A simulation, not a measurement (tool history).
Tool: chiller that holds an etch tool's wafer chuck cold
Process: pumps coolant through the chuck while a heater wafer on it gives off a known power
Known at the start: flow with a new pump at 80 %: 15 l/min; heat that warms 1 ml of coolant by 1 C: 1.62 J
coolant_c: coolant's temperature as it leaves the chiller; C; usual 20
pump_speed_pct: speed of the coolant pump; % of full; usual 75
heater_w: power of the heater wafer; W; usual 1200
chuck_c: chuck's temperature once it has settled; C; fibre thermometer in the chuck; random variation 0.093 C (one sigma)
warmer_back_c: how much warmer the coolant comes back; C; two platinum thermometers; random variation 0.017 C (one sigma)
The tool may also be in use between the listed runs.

Run 1, hour 0.0: usual settings. Result: chuck_c 32.38 C, warmer_back_c 3.15 C.
Run 2, hour 96.0: usual settings. Result: chuck_c 32.39 C, warmer_back_c 3.15 C.
Run 3, hour 214.1: usual settings but heater_w 658 W. Result: chuck_c 26.83 C, warmer_back_c 1.74 C.
Run 4, hour 327.1: usual settings but coolant_c 19 C. Result: chuck_c 31.43 C, warmer_back_c 3.15 C.
Run 5, hour 419.3: usual settings but coolant_c 19 C. Result: chuck_c 31.43 C, warmer_back_c 3.17 C.
Run 6, hour 496.0: usual settings but coolant_c 19 C. Result: chuck_c 31.46 C, warmer_back_c 3.17 C.
Run 7, hour 559.8: usual settings. Result: chuck_c 32.39 C, warmer_back_c 3.15 C.
Run 8, hour 643.2: usual settings. Result: chuck_c 32.34 C, warmer_back_c 3.16 C.
Run 9, hour 749.8: usual settings. Result: chuck_c 32.65 C, warmer_back_c 3.15 C.
Run 10, hour 874.8: usual settings. Result: chuck_c 32.45 C, warmer_back_c 3.16 C.
Run 11, hour 1001.8: usual settings. Result: chuck_c 32.48 C, warmer_back_c 3.14 C.
Run 12, hour 1076.7: usual settings. Result: chuck_c 32.63 C, warmer_back_c 3.17 C.
Run 13, hour 1187.3: usual settings but pump_speed_pct 72 % of full. Result: chuck_c 32.88 C, warmer_back_c 3.28 C.
Run 14, hour 1279.4: usual settings but pump_speed_pct 72 % of full. Result: chuck_c 33.08 C, warmer_back_c 3.28 C.
Run 15, hour 1356.4: usual settings. Result: chuck_c 32.66 C, warmer_back_c 3.16 C.
Run 16, hour 1452.6: usual settings but heater_w 730 W. Result: chuck_c 27.91 C, warmer_back_c 1.91 C.
Run 17, hour 1565.1: usual settings but heater_w 730 W. Result: chuck_c 27.83 C, warmer_back_c 1.91 C.
Run 18, hour 1666.3: usual settings but heater_w 730 W. Result: chuck_c 27.88 C, warmer_back_c 1.91 C.
Run 19, hour 1732.1: usual settings but coolant_c 13 C, pump_speed_pct 70 % of full, heater_w 730 W. Result: chuck_c 21.10 C, warmer_back_c 2.05 C.
Run 20, hour 1787.3: usual settings but coolant_c 21 C, pump_speed_pct 70 % of full. Result: chuck_c 34.19 C, warmer_back_c 3.37 C.
Run 21, hour 1903.7: usual settings but coolant_c 11 C, pump_speed_pct 64 % of full, heater_w 1285 W. Result: chuck_c 26.14 C, warmer_back_c 3.93 C.
Run 22, hour 2019.9: usual settings but coolant_c 17 C, pump_speed_pct 95 % of full, heater_w 989 W. Result: chuck_c 26.10 C, warmer_back_c 2.05 C.
Run 23, hour 2110.8: usual settings but coolant_c 17 C, pump_speed_pct 95 % of full, heater_w 989 W. Result: chuck_c 26.06 C, warmer_back_c 2.07 C.
Run 24, hour 2180.4: usual settings but pump_speed_pct 78 % of full. Result: chuck_c 32.55 C, warmer_back_c 3.04 C.
Run 25, hour 2306.8: usual settings but pump_speed_pct 78 % of full. Result: chuck_c 32.23 C, warmer_back_c 3.03 C.
Run 26, hour 2377.0: usual settings but pump_speed_pct 78 % of full. Result: chuck_c 32.49 C, warmer_back_c 3.03 C.
Run 27, hour 2438.0: usual settings but coolant_c 11 C, heater_w 952 W. Result: chuck_c 21.25 C, warmer_back_c 2.52 C.
Run 28, hour 2550.6: usual settings but coolant_c 16 C, pump_speed_pct 72 % of full, heater_w 790 W. Result: chuck_c 24.83 C, warmer_back_c 2.15 C.
Run 29, hour 2667.0: usual settings but pump_speed_pct 90 % of full. Result: chuck_c 31.51 C, warmer_back_c 2.66 C.
Run 30, hour 2753.9: usual settings but coolant_c 17 C, pump_speed_pct 79 % of full, heater_w 656 W. Result: chuck_c 23.99 C, warmer_back_c 1.63 C.
Run 31, hour 2838.5: usual settings but coolant_c 17 C, pump_speed_pct 79 % of full, heater_w 656 W. Result: chuck_c 23.97 C, warmer_back_c 1.64 C.

Not shown: 1 entry that the log had between the listed runs. Between which runs, and how does the tool's hidden state differ before and after?
Between runs 18 and 19: coolant changed, channels flushed (hour 1732.1)
  heat passed by the chuck's channels, % of clean ones': 99.7 -> 100; drift of the gauge itself on chuck_c, C: 0.28 -> 0.29
  measured less the result without the state, chuck_c: +0.30 -> +0.29 C

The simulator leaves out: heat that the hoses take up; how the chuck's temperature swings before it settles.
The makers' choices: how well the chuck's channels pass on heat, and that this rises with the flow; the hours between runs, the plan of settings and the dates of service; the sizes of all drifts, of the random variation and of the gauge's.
